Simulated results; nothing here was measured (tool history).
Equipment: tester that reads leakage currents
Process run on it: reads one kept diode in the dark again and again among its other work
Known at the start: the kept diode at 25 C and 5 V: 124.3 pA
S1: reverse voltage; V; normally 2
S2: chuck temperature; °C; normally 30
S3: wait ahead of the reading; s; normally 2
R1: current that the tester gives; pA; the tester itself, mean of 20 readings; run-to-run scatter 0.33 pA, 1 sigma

{"run": 1, "hour": 0.0, "S1": 2, "S2": 30, "S3": 2, "R1": 129.65}
{"run": 2, "hour": 24.3, "S1": 2, "S2": 30, "S3": 1.34, "R1": 129.45}
{"run": 3, "hour": 56.8, "S1": 2, "S2": 30, "S3": 2.03, "R1": 129.72}
{"run": 4, "hour": 95.8, "S1": 2, "S2": 30, "S3": 2.03, "R1": 129.55}
{"run": 5, "hour": 128.2, "S1": 2, "S2": 28, "S3": 2.03, "R1": 108.24}
{"run": 6, "hour": 152.2, "S1": 2, "S2": 28, "S3": 2.03, "R1": 108.28}
{"run": 7, "hour": 178.0, "S1": 2, "S2": 30, "S3": 2, "R1": 128.58}
{"run": 8, "hour": 214.0, "S1": 2, "S2": 30, "S3": 2, "R1": 128.75}
{"run": 9, "hour": 252.1, "S1": 2, "S2": 30, "S3": 2.12, "R1": 128.6}
{"run": 10, "hour": 278.6, "S1": 2, "S2": 30, "S3": 2.12, "R1": 128.35}
{"run": 11, "hour": 321.4, "S1": 2, "S2": 30, "S3": 2.12, "R1": 128.18}
{"run": 12, "hour": 350.4, "S1": 6.66, "S2": 34, "S3": 0.72, "R1": 330.08}
{"run": 13, "hour": 388.9, "S1": 2.08, "S2": 58, "S3": 0.72, "R1": 1257.53}
{"hour": 402.7, "done": "probe card cleaned and baked"}
{"run": 14, "hour": 436.6, "S1": 2.08, "S2": 29, "S3": 0.72, "R1": 113.31}
{"hour": 468.8, "done": "chuck's temperature calibrated"}
{"run": 15, "hour": 482.9, "S1": 2.34, "S2": 30, "S3": 2, "R1": 133.5}
{"run": 16, "hour": 512.6, "S1": 12.6, "S2": 28, "S3": 1.15, "R1": 252.07}
{"run": 17, "hour": 561.0, "S1": 1.94, "S2": 39, "S3": 3.31, "R1": 267.94}
{"run": 18, "hour": 606.8, "S1": 1.94, "S2": 39, "S3": 2.47, "R1": 265.9}
{"run": 19, "hour": 643.1, "S1": 5.63, "S2": 22, "S3": 2.47, "R1": 97.92}
{"run": 20, "hour": 671.7, "S1": 2.78, "S2": 39, "S3": 0.46, "R1": 316.89}

Some steps in R1, run to run, broken into two amounts with sign: the step expected even without the hidden condition (settings, incoming material, random variation), and the rest, left for the hidden condition together with whatever gauge scatter is not in both the measured and the hidden-condition-free result:
What the log doesn't record here: stray current of the dirty probe card, pA a volt; current scale over the true one, %; true chuck temperature over the reading, C; drift of the gauge itself on leakage_pa, %.
Run 12 -> 13: S1 6.66 -> 2.08, S2 34 -> 58. R1 +927.45 pA: hidden state -39.46, all else +966.91.
Run 13 -> 14: S2 58 -> 29, probe card cleaned and baked. R1 -1144.22 pA: hidden state +26.52, all else -1170.74.
